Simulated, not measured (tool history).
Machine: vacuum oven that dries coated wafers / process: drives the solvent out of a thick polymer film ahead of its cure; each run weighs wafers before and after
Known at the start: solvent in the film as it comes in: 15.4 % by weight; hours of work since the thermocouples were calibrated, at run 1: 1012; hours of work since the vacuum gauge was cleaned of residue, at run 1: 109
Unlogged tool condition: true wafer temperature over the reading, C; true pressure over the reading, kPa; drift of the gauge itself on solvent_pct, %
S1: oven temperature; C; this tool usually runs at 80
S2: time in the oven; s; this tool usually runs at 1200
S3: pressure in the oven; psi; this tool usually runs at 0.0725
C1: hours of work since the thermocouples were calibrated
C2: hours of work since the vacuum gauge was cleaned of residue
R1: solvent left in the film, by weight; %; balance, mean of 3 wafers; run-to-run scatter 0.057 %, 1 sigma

run 1 hour=0 | S1=80 S2=1200 S3=0.0725 | C1=1012 C2=109 | R1=3.8
run 2 hour=15.4 | S1=80 S2=1200 S3=0.0725 | C1=1021 C2=118 | R1=3.87
-- hour=40.2 oven's thermocouples calibrated
run 3 hour=41.1 | S1=80 S2=1440 S3=0.0725 | C1=1 C2=132 | R1=3.24
run 4 hour=55.5 | S1=80 S2=1200 S3=0.0395 | C1=9 C2=140 | R1=3.75
run 5 hour=67.3 | S1=85 S2=1200 S3=0.0725 | C1=16 C2=147 | R1=2.95
run 6 hour=90.9 | S1=85 S2=1200 S3=0.0725 | C1=29 C2=161 | R1=2.91
run 7 hour=106.8 | S1=80 S2=660 S3=0.0725 | C1=39 C2=170 | R1=6.56
run 8 hour=127.2 | S1=80 S2=660 S3=0.0725 | C1=50 C2=182 | R1=6.55
run 9 hour=146.9 | S1=80 S2=660 S3=0.0725 | C1=62 C2=193 | R1=6.6
run 10 hour=162.6 | S1=80 S2=1200 S3=0.0876 | C1=71 C2=202 | R1=4.1
run 11 hour=177.3 | S1=80 S2=1200 S3=0.0876 | C1=80 C2=211 | R1=4.07
run 12 hour=200.8 | S1=67 S2=1200 S3=0.0876 | C1=93 C2=225 | R1=6.98
run 13 hour=218.9 | S1=80 S2=1200 S3=0.2764 | C1=104 C2=235 | R1=5.23
run 14 hour=233.7 | S1=80 S2=1200 S3=0.0725 | C1=112 C2=244 | R1=4.06
run 15 hour=246.5 | S1=80 S2=1200 S3=0.0725 | C1=120 C2=251 | R1=4.01
run 16 hour=261.4 | S1=80 S2=1200 S3=0.0725 | C1=128 C2=260 | R1=4.05
run 17 hour=277.9 | S1=80 S2=1200 S3=0.0725 | C1=138 C2=269 | R1=4.05
run 18 hour=298.7 | S1=80 S2=1200 S3=0.0702 | C1=150 C2=281 | R1=3.9
run 19 hour=318 | S1=87 S2=1200 S3=0.0725 | C1=161 C2=292 | R1=2.57
run 20 hour=332.3 | S1=87 S2=1200 S3=0.0725 | C1=169 C2=301 | R1=2.52
run 21 hour=353.1 | S1=79 S2=1200 S3=0.0725 | C1=181 C2=313 | R1=4.28
run 22 hour=365.8 | S1=79 S2=1200 S3=0.0725 | C1=189 C2=320 | R1=4.17
run 23 hour=378.8 | S1=90 S2=1200 S3=0.0725 | C1=196 C2=328 | R1=2.11
run 24 hour=391.9 | S1=90 S2=1200 S3=0.0725 | C1=204 C2=335 | R1=2.2
run 25 hour=405.4 | S1=73 S2=1320 S3=0.0725 | C1=212 C2=343 | R1=5.09
run 26 hour=418.5 | S1=72 S2=1080 S3=0.0725 | C1=219 C2=351 | R1=6.12
-- hour=421.7 vacuum gauge cleaned of residue and calibrated
run 27 hour=430.3 | S1=80 S2=780 S3=0.0386 | C1=225 C2=5 | R1=5.61
run 28 hour=450.4 | S1=95 S2=1080 S3=0.0386 | C1=237 C2=17 | R1=1.61
run 29 hour=464.8 | S1=76 S2=1080 S3=0.0386 | C1=245 C2=25 | R1=5.16
run 30 hour=482.1 | S1=91 S2=1200 S3=0.0444 | C1=255 C2=35 | R1=1.74
run 31 hour=499.4 | S1=68 S2=840 S3=0.0425 | C1=265 C2=45 | R1=7.91
-- hour=520 vacuum gauge cleaned of residue and calibrated, once more
run 32 hour=525.3 | S1=68 S2=840 S3=0.0425 | C1=280 C2=3 | R1=7.91
run 33 hour=539.6 | S1=69 S2=2040 S3=0.0864 | C1=288 C2=11 | R1=4.35
run 34 hour=554 | S1=82 S2=1440 S3=0.0725 | C1=296 C2=20 | R1=2.66
run 35 hour=572.4 | S1=83 S2=660 S3=0.0528 | C1=307 C2=30 | R1=5.7
run 36 hour=582.4 | S1=83 S2=660 S3=0.1613 | C1=313 C2=36 | R1=6.36
run 37 hour=602.6 | S1=89 S2=660 S3=0.0904 | C1=324 C2=48 | R1=4.55
run 38 hour=622.3 | S1=89 S2=840 S3=0.1988 | C1=336 C2=59 | R1=3.97
run 39 hour=634.2 | S1=89 S2=660 S3=0.0451 | C1=343 C2=66 | R1=4.47
run 40 hour=653.6 | S1=67 S2=1200 S3=0.2154 | C1=354 C2=77 | R1=8.16
run 41 hour=672.2 | S1=67 S2=1200 S3=0.041 | C1=365 C2=88 | R1=6.61
run 42 hour=695.9 | S1=70 S2=840 S3=0.0725 | C1=378 C2=102 | R1=7.71
run 43 hour=715.6 | S1=70 S2=840 S3=0.0725 | C1=390 C2=113 | R1=7.54
run 44 hour=732.5 | S1=70 S2=840 S3=0.1513 | C1=400 C2=123 | R1=8.15
run 45 hour=748.3 | S1=88 S2=840 S3=0.1513 | C1=409 C2=132 | R1=4.19
run 46 hour=769.9 | S1=70 S2=1260 S3=0.2487 | C1=421 C2=145 | R1=7.26
run 47 hour=789.5 | S1=80 S2=1260 S3=0.0513 | C1=433 C2=156 | R1=3.58

What if the next run were any one of these 3? Each begins from the tool's condition after run 47:
run A hour=811.7 | S1=80 S2=780 S3=0.0513 | C1=446 C2=169 | R1=?
run B hour=811.7 | S1=65 S2=1260 S3=0.0379 | C1=446 C2=169 | R1=?
run C hour=811.7 | S1=80 S2=1020 S3=0.0513 | C1=446 C2=169 | R1=?

run=A R1=5.84
run=B R1=6.91
run=C R1=4.48
Stripped of hidden state, with their random variation kept, the same runs would have yielded:
run=A R1=5.87
run=B R1=6.91
run=C R1=4.5
